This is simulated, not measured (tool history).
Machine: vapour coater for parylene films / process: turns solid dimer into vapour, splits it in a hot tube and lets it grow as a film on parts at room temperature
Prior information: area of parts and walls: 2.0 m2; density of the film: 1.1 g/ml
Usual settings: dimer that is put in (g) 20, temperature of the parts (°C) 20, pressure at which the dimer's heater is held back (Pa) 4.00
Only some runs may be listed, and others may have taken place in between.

| run | day | dimer that is put in (g) | temperature of the parts (°C) | pressure at which the dimer's heater is held back (Pa) | thickness of the film (µm) |
|---|---|---|---|---|---|
| 1 | 0.000 | 20 | 20 | 4.00 | 4.89 |
| 2 | 0.517 | 20 | 20 | 4.00 | 4.81 |
| 3 | 1.217 | 20 | 20 | 4.00 | 4.79 |
| 4 | 1.846 | 19 | 20 | 4.00 | 4.51 |
| 5 | 2.225 | 17 | 20 | 4.00 | 4.03 |
| 6 | 2.975 | 17 | 20 | 4.00 | 4.03 |
| 7 | 3.379 | 22 | 20 | 4.00 | 5.17 |
| 8 | 3.858 | 20 | 12 | 4.00 | 5.57 |
| 9 | 4.250 | 20 | 12 | 4.00 | 5.34 |
|  | 4.479 | trap's valve overhauled |
| 10 | 5.162 | 20 | 12 | 4.00 | 5.25 |
| 11 | 5.554 | 29 | 20 | 10.80 | 5.15 |
| 12 | 5.917 | 16 | 17 | 2.23 | 4.36 |
|  | 6.567 | trap's valve overhauled, once more |
| 13 | 6.921 | 24 | 29 | 4.13 | 5.08 |
| 14 | 7.450 | 14 | 23 | 3.15 | 3.60 |
| 15 | 7.933 | 14 | 23 | 3.15 | 3.48 |

What does the tool deliver on the next run?
| 16 | 8.621 | 31 | 15 | 7.26 | ? |

{"run 16": {"thickness of the film (µm)": 7.45}}
If the tool had no hidden condition, the same run with the same run-to-run variation would have returned thickness of the film (µm) 7.54.

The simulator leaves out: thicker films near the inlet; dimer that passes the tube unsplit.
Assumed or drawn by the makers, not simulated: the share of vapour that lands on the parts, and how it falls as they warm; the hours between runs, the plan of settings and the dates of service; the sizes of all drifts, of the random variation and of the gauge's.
